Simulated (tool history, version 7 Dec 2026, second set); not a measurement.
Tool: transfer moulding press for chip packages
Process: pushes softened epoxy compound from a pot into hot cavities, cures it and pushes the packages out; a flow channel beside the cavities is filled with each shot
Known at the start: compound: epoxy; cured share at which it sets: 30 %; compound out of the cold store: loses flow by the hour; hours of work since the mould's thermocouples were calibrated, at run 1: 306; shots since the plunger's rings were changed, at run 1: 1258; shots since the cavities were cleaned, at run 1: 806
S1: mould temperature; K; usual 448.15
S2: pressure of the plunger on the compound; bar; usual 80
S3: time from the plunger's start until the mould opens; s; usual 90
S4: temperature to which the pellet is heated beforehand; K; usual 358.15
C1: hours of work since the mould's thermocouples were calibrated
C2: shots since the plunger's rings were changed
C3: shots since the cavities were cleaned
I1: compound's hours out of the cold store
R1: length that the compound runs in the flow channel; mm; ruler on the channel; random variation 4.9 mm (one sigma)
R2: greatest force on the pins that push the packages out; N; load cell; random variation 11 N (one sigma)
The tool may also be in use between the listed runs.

{"run": 1, "day": 0.0, "S1": 448.15, "S2": 80, "S3": 90, "S4": 358.15, "C1": 306, "C2": 1258, "C3": 806, "I1": 24.6, "R1": 503, "R2": 1001}
{"day": 0.433, "done": "cavities cleaned with cleaning compound and waxed"}
{"run": 2, "day": 0.908, "S1": 448.15, "S2": 80, "S3": 71, "S4": 358.15, "C1": 322, "C2": 1572, "C3": 177, "I1": 42.5, "R1": 463, "R2": 1097}
{"run": 3, "day": 2.208, "S1": 448.15, "S2": 80, "S3": 71, "S4": 358.15, "C1": 346, "C2": 2056, "C3": 661, "I1": 22.1, "R1": 508, "R2": 1536}
{"day": 2.967, "done": "cavities cleaned with cleaning compound and waxed"}
{"run": 4, "day": 3.075, "S1": 448.15, "S2": 80, "S3": 71, "S4": 358.15, "C1": 362, "C2": 2355, "C3": 40, "I1": 38.4, "R1": 470, "R2": 939}
{"run": 5, "day": 3.921, "S1": 448.15, "S2": 80, "S3": 90, "S4": 358.15, "C1": 378, "C2": 2670, "C3": 355, "I1": 26, "R1": 490, "R2": 814}
{"run": 6, "day": 5.075, "S1": 448.15, "S2": 80, "S3": 90, "S4": 358.15, "C1": 399, "C2": 3100, "C3": 785, "I1": 21.6, "R1": 500, "R2": 994}
{"day": 5.492, "done": "cavities cleaned with cleaning compound and waxed"}
{"run": 7, "day": 6.558, "S1": 448.15, "S2": 80, "S3": 90, "S4": 358.15, "C1": 426, "C2": 3627, "C3": 395, "I1": 27.2, "R1": 482, "R2": 801}
{"day": 8.012, "done": "cavities cleaned with cleaning compound and waxed"}
{"run": 8, "day": 8.212, "S1": 443.15, "S2": 80, "S3": 90, "S4": 358.15, "C1": 456, "C2": 4220, "C3": 75, "I1": 36.3, "R1": 478, "R2": 851}
{"run": 9, "day": 9.583, "S1": 443.15, "S2": 80, "S3": 90, "S4": 358.15, "C1": 482, "C2": 4730, "C3": 585, "I1": 45.8, "R1": 438, "R2": 1243}
{"day": 10.579, "done": "cavities cleaned with cleaning compound and waxed"}
{"run": 10, "day": 11.212, "S1": 443.15, "S2": 80, "S3": 90, "S4": 358.15, "C1": 512, "C2": 5313, "C3": 235, "I1": 18.8, "R1": 496, "R2": 1140}
{"run": 11, "day": 12.775, "S1": 448.15, "S2": 80, "S3": 90, "S4": 358.15, "C1": 542, "C2": 5895, "C3": 817, "I1": 32.6, "R1": 453, "R2": 931}
{"day": 13.167, "done": "cavities cleaned with cleaning compound and waxed"}
{"run": 12, "day": 13.75, "S1": 448.15, "S2": 80, "S3": 90, "S4": 358.15, "C1": 559, "C2": 6233, "C3": 217, "I1": 12.8, "R1": 495, "R2": 752}
{"run": 13, "day": 14.646, "S1": 448.15, "S2": 80, "S3": 90, "S4": 358.15, "C1": 576, "C2": 6566, "C3": 550, "I1": 44.2, "R1": 418, "R2": 865}
{"day": 15.483, "done": "plunger's sealing rings changed"}
{"day": 15.775, "done": "cavities cleaned with cleaning compound and waxed"}
{"run": 14, "day": 16.033, "S1": 448.15, "S2": 80, "S3": 90, "S4": 349.15, "C1": 599, "C2": 181, "C3": 96, "I1": 43.2, "R1": 473, "R2": 639}
{"run": 15, "day": 17.579, "S1": 449.15, "S2": 97.2, "S3": 90, "S4": 349.15, "C1": 628, "C2": 756, "C3": 671, "I1": 15.6, "R1": 579, "R2": 885}
{"day": 18.392, "done": "cavities cleaned with cleaning compound and waxed"}
{"run": 16, "day": 18.533, "S1": 449.15, "S2": 97.2, "S3": 90, "S4": 349.15, "C1": 645, "C2": 1088, "C3": 54, "I1": 22.9, "R1": 569, "R2": 588}
{"run": 17, "day": 19.617, "S1": 448.15, "S2": 63.3, "S3": 103, "S4": 350.15, "C1": 665, "C2": 1490, "C3": 456, "I1": 21.8, "R1": 461, "R2": 714}
{"run": 18, "day": 20.496, "S1": 448.15, "S2": 63.3, "S3": 103, "S4": 350.15, "C1": 682, "C2": 1817, "C3": 783, "I1": 35.2, "R1": 425, "R2": 827}
{"day": 20.921, "done": "cavities cleaned with cleaning compound and waxed"}
{"run": 19, "day": 21.85, "S1": 448.15, "S2": 80, "S3": 97, "S4": 365.15, "C1": 706, "C2": 2299, "C3": 347, "I1": 28.9, "R1": 478, "R2": 728}
{"run": 20, "day": 22.912, "S1": 449.15, "S2": 80, "S3": 90, "S4": 358.15, "C1": 727, "C2": 2693, "C3": 741, "I1": 26.3, "R1": 485, "R2": 912}
{"day": 23.533, "done": "cavities cleaned with cleaning compound and waxed"}
{"run": 21, "day": 24.35, "S1": 449.15, "S2": 80, "S3": 90, "S4": 358.15, "C1": 753, "C2": 3205, "C3": 303, "I1": 19.9, "R1": 505, "R2": 779}
{"day": 24.525, "done": "mould's thermocouples calibrated"}
{"run": 22, "day": 25.538, "S1": 453.15, "S2": 80, "S3": 71, "S4": 362.15, "C1": 19, "C2": 3616, "C3": 714, "I1": 13.3, "R1": 496, "R2": 1063}
{"day": 26.175, "done": "cavities cleaned with cleaning compound and waxed"}
{"run": 23, "day": 26.683, "S1": 453.15, "S2": 80, "S3": 71, "S4": 362.15, "C1": 40, "C2": 4019, "C3": 189, "I1": 33.8, "R1": 451, "R2": 759}
{"run": 24, "day": 28.075, "S1": 449.15, "S2": 81.3, "S3": 90, "S4": 359.15, "C1": 66, "C2": 4536, "C3": 706, "I1": 23.9, "R1": 477, "R2": 889}
{"day": 28.779, "done": "cavities cleaned with cleaning compound and waxed"}
{"run": 25, "day": 29.367, "S1": 445.15, "S2": 87.1, "S3": 90, "S4": 359.15, "C1": 89, "C2": 4993, "C3": 218, "I1": 31.4, "R1": 476, "R2": 910}
{"run": 26, "day": 30.696, "S1": 443.15, "S2": 87.1, "S3": 91, "S4": 348.15, "C1": 114, "C2": 5489, "C3": 714, "I1": 44.8, "R1": 458, "R2": 1289}
{"day": 31.383, "done": "cavities cleaned with cleaning compound and waxed"}
{"run": 27, "day": 31.696, "S1": 441.15, "S2": 80, "S3": 90, "S4": 358.15, "C1": 132, "C2": 5837, "C3": 116, "I1": 19.2, "R1": 493, "R2": 1073}

4 ways to go on from here, each from the tool as it stands after run 27. What would each give?
{"run": "A", "day": 33.229, "S1": 448.15, "S2": 80, "S3": 74, "S4": 356.15, "C1": 161, "C2": 6407, "C3": 686, "I1": 16, "R1": "?", "R2": "?"}
{"run": "B", "day": 33.229, "S1": 453.15, "S2": 95.6, "S3": 90, "S4": 363.15, "C1": 161, "C2": 6407, "C3": 686, "I1": 10.9, "R1": "?", "R2": "?"}
{"run": "C", "day": 33.229, "S1": 451.15, "S2": 64.9, "S3": 90, "S4": 358.15, "C1": 161, "C2": 6407, "C3": 686, "I1": 41.1, "R1": "?", "R2": "?"}
{"run": "D", "day": 33.229, "S1": 445.15, "S2": 71.2, "S3": 90, "S4": 358.15, "C1": 161, "C2": 6407, "C3": 686, "I1": 38.9, "R1": "?", "R2": "?"}

run=A R1=470 R2=1416
run=B R1=516 R2=721
run=C R1=370 R2=752
run=D R1=409 R2=1122
Without the tool's hidden state the same runs would have given:
run=A R1=535 R2=813
run=B R1=588 R2=417
run=C R1=422 R2=433
run=D R1=465 R2=646
